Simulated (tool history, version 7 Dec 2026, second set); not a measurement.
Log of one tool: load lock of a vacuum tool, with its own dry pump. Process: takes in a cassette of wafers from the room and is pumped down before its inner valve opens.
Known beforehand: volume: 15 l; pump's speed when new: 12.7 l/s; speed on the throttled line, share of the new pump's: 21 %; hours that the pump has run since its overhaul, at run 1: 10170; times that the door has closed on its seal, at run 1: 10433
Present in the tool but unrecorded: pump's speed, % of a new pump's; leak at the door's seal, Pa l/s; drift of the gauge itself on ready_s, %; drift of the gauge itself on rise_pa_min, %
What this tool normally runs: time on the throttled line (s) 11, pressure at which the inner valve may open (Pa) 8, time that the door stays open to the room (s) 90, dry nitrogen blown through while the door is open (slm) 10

| run | hour | time on the throttled line (s) | pressure at which the inner valve may open (Pa) | time that the door stays open to the room (s) | dry nitrogen blown through while the door is open (slm) | hours that the pump has run since its overhaul | times that the door has closed on its seal | incoming humidity of the room's air, % | time from the closed door until the inner valve may open (s) | rise of the pressure with all valves shut (Pa/min) |
|---|---|---|---|---|---|---|---|---|---|---|
| 1 | 0.0 | 11 | 8 | 90 | 10 | 10170 | 10433 | 45.9 | 20.8 | 0.111 |
| 2 | 95.2 | 11 | 8 | 90 | 10 | 10265 | 10605 | 44.9 | 21.0 | 0.112 |
| 3 | 207.5 | 11 | 11 | 90 | 10 | 10377 | 10807 | 46.5 | 20.4 | 0.105 |
| 4 | 365.2 | 11 | 11 | 90 | 10 | 10535 | 11091 | 44.7 | 19.7 | 0.112 |
| 5 | 459.9 | 11 | 8 | 90 | 10 | 10630 | 11262 | 44.6 | 20.8 | 0.108 |
| 6 | 580.7 | 11 | 8 | 220 | 10 | 10750 | 11480 | 45.3 | 20.9 | 0.159 |
| 7 | 696.5 | 11 | 8 | 82 | 10 | 10866 | 11688 | 45.7 | 20.7 | 0.111 |
| 8 | 804.0 | 11 | 8 | 90 | 10 | 10974 | 11882 | 49.6 | 20.9 | 0.118 |
| 9 | 980.0 | 11 | 8 | 90 | 10 | 11150 | 12199 | 45.7 | 21.0 | 0.118 |
| 10 | 1113.9 | 11 | 8 | 49 | 10 | 11284 | 12440 | 46.4 | 21.0 | 0.098 |
| 11 | 1258.5 | 11 | 8 | 90 | 10 | 11428 | 12701 | 45.0 | 21.0 | 0.114 |
| 12 | 1331.2 | 11 | 12 | 66 | 10 | 11501 | 12832 | 43.6 | 20.5 | 0.099 |
| 13 | 1415.5 | 8 | 8 | 64 | 8 | 11585 | 12984 | 46.5 | 18.7 | 0.113 |
| 14 | 1499.0 | 8 | 8 | 64 | 8 | 11669 | 13134 | 48.7 | 18.6 | 0.116 |
| 15 | 1587.4 | 8 | 10 | 64 | 8 | 11757 | 13294 | 43.3 | 18.4 | 0.106 |

Estimate the outcome of run 16 from the log above:
| 16 | 1659.6 | 11 | 14 | 90 | 28 | 11829 | 13424 | 46.5 | ? | ? |

time from the closed door until the inner valve may open (s): 20.5
rise of the pressure with all valves shut (Pa/min): 0.096
Take away the tool's hidden state, keep the run-to-run variation as it was, and the same run would have given time from the closed door until the inner valve may open (s) 19.5, rise of the pressure with all valves shut (Pa/min) 0.050.

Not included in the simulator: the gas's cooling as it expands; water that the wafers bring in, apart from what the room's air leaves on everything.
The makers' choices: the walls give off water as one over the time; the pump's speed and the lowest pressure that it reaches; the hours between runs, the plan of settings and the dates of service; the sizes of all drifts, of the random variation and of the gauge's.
